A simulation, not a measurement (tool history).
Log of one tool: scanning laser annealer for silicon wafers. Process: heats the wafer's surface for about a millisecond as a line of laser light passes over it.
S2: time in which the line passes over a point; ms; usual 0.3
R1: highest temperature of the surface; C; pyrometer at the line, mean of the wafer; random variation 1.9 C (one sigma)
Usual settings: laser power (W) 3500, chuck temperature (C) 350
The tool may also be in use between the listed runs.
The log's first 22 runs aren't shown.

{"run": 23, "day": 33.504, "laser power (W)": 3677, "S2": 0.321, "chuck temperature (C)": 337, "R1": 1217}
{"run": 24, "day": 34.329, "laser power (W)": 3677, "S2": 0.321, "chuck temperature (C)": 337, "R1": 1221}
{"run": 25, "day": 35.483, "laser power (W)": 3677, "S2": 0.321, "chuck temperature (C)": 337, "R1": 1219}
{"run": 26, "day": 37.458, "laser power (W)": 3677, "S2": 0.321, "chuck temperature (C)": 337, "R1": 1219}
{"run": 27, "day": 39.004, "laser power (W)": 3412, "S2": 0.284, "chuck temperature (C)": 363, "R1": 1127}
{"run": 28, "day": 40.692, "laser power (W)": 3156, "S2": 0.347, "chuck temperature (C)": 321, "R1": 1123}
{"run": 29, "day": 42.233, "laser power (W)": 3603, "S2": 0.3, "chuck temperature (C)": 350, "R1": 1181}
{"run": 30, "day": 43.258, "laser power (W)": 3083, "S2": 0.327, "chuck temperature (C)": 383, "R1": 1138}

Forecast each of these 3 alternatives for the next run:
{"run": "A", "day": 44.083, "laser power (W)": 3701, "S2": 0.258, "chuck temperature (C)": 330, "R1": "?"}
{"run": "B", "day": 44.083, "laser power (W)": 3550, "S2": 0.261, "chuck temperature (C)": 332, "R1": "?"}
{"run": "C", "day": 44.083, "laser power (W)": 3761, "S2": 0.329, "chuck temperature (C)": 317, "R1": "?"}

run=A R1=1111
run=B R1=1090
run=C R1=1230
Without the tool's hidden state the same runs would have given:
run=A R1=1112
run=B R1=1090
run=C R1=1230

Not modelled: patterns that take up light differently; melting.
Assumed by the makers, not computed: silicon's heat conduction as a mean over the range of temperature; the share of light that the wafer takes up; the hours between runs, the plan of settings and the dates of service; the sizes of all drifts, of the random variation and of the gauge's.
